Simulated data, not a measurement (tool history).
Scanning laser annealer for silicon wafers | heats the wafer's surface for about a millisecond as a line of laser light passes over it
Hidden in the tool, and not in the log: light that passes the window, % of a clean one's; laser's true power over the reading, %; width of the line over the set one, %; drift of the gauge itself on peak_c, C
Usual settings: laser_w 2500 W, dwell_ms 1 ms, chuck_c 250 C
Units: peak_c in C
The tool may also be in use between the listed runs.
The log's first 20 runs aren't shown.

| run | hour | laser_w | dwell_ms | chuck_c | hours of work since the window was cleaned | hours of work since the power meter was calibrated | hours of work since the optics were aligned | peak_c |
|---|---|---|---|---|---|---|---|---|
| 21 | 236.5 | 2500 | 1 | 250 | 382 | 354 | 783 | 1003 |
| 22 | 251.1 | 2296 | 1.01 | 249 | 388 | 360 | 789 | 934 |
| 23 | 261.7 | 2496 | 1.05 | 227 | 392 | 365 | 793 | 996 |
| 24 | 272 | 2451 | 1 | 215 | 396 | 369 | 797 | 949 |
| 25 | 289 | 2451 | 1 | 215 | 403 | 375 | 804 | 950 |
| 26 | 302.5 | 2193 | 0.8 | 261 | 408 | 381 | 809 | 837 |
| 27 | 317.8 | 2193 | 0.83 | 261 | 414 | 387 | 815 | 843 |
| 28 | 330.7 | 2193 | 0.83 | 261 | 420 | 392 | 820 | 845 |
| 29 | 340.1 | 2368 | 1.05 | 238 | 423 | 396 | 824 | 958 |
| 30 | 349.9 | 2642 | 1.05 | 238 | 427 | 400 | 828 | 1059 |
| 31 | 364.5 | 2632 | 1.21 | 222 | 433 | 406 | 834 | 1105 |
| 32 | 379.2 | 2615 | 0.75 | 255 | 439 | 412 | 840 | 932 |

The next listed run, before its measurement:
| 33 | 393.1 | 2615 | 0.75 | 255 | 445 | 417 | 846 | ? |

peak_c: 929 C
Without the tool's hidden state the same run would have given peak_c 955 C.
